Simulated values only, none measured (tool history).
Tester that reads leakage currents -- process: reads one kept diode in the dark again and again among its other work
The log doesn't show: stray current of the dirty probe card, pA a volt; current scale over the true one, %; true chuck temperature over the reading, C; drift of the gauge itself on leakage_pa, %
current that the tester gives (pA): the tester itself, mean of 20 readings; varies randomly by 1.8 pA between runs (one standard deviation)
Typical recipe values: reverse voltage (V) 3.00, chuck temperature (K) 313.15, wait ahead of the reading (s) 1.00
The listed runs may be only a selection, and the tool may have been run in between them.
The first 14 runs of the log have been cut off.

| run | hour | reverse voltage (V) | chuck temperature (K) | wait ahead of the reading (s) | hours of work since the probe card was cleaned | hours of work since the tester was calibrated | hours of work since the chuck was calibrated | current that the tester gives (pA) |
|---|---|---|---|---|---|---|---|---|
| 15 | 1895.1 | 3.00 | 313.15 | 1.00 | 2146 | 724 | 383 | 559.53 |
| 16 | 2024.2 | 3.00 | 313.15 | 0.62 | 2216 | 794 | 453 | 555.27 |
| 17 | 2118.2 | 3.00 | 313.15 | 0.62 | 2267 | 845 | 504 | 552.45 |
|  | 2220.7 | chuck's temperature calibrated |
| 18 | 2277.5 | 11.04 | 313.15 | 1.00 | 2353 | 931 | 31 | 1136.00 |
| 19 | 2364.9 | 11.04 | 313.15 | 1.00 | 2400 | 978 | 78 | 1122.86 |
| 20 | 2469.6 | 11.04 | 313.15 | 1.00 | 2457 | 1035 | 135 | 1118.31 |
| 21 | 2653.3 | 3.00 | 311.15 | 8.77 | 2557 | 1135 | 235 | 488.67 |
|  | 2675.0 | probe card cleaned and baked |
| 22 | 2842.5 | 3.00 | 330.15 | 1.00 | 91 | 1236 | 336 | 2232.60 |
| 23 | 2952.1 | 3.00 | 330.15 | 1.00 | 150 | 1295 | 395 | 2225.90 |
| 24 | 3132.2 | 2.21 | 313.15 | 2.12 | 248 | 1393 | 493 | 477.18 |
| 25 | 3233.0 | 2.85 | 318.15 | 1.00 | 303 | 1448 | 548 | 813.59 |
|  | 3244.8 | chuck's temperature calibrated |
| 26 | 3337.9 | 17.59 | 313.15 | 6.07 | 359 | 1504 | 51 | 1390.67 |
| 27 | 3486.4 | 13.81 | 311.15 | 1.00 | 439 | 1584 | 131 | 1041.11 |
| 28 | 3650.3 | 13.81 | 311.15 | 1.00 | 528 | 1673 | 220 | 1024.76 |
| 29 | 3784.5 | 13.81 | 311.15 | 1.00 | 601 | 1746 | 293 | 1008.51 |
| 30 | 3931.5 | 10.86 | 311.15 | 1.00 | 681 | 1826 | 373 | 890.22 |
| 31 | 4119.7 | 10.86 | 311.15 | 1.00 | 783 | 1928 | 475 | 877.42 |
|  | 4274.5 | chuck's temperature calibrated |
| 32 | 4286.8 | 3.85 | 311.15 | 2.70 | 873 | 2018 | 7 | 562.50 |
| 33 | 4389.7 | 1.33 | 311.15 | 5.62 | 928 | 2073 | 63 | 332.52 |
| 34 | 4470.8 | 3.00 | 313.15 | 1.21 | 973 | 2117 | 107 | 580.84 |
| 35 | 4568.0 | 5.12 | 313.15 | 4.31 | 1025 | 2170 | 159 | 749.19 |
|  | 4596.3 | tester calibrated |
| 36 | 4756.9 | 3.00 | 296.15 | 0.56 | 1127 | 87 | 261 | 124.79 |
| 37 | 4898.8 | 13.41 | 313.15 | 1.05 | 1204 | 164 | 338 | 1169.80 |
| 38 | 5075.7 | 3.41 | 326.15 | 1.00 | 1300 | 260 | 434 | 1674.16 |
| 39 | 5181.0 | 3.00 | 323.15 | 1.21 | 1357 | 317 | 491 | 1231.85 |

Each row is a separate what-if for the run after 39, all from the same tool condition, not one after another. Results?
| A | 5257.9 | 3.00 | 320.15 | 1.08 | 1399 | 359 | 533 | ? |
| B | 5257.9 | 1.53 | 313.15 | 1.28 | 1399 | 359 | 533 | ? |
| C | 5257.9 | 1.51 | 305.15 | 0.31 | 1399 | 359 | 533 | ? |

| run | current that the tester gives (pA) |
|---|---|
| A | 962.86 |
| B | 389.48 |
| C | 193.63 |
The same runs, with their run-to-run variation unchanged, on a tool lacking any hidden condition would have given:
| run | current that the tester gives (pA) |
|---|---|
| A | 1052.81 |
| B | 427.32 |
| C | 212.52 |
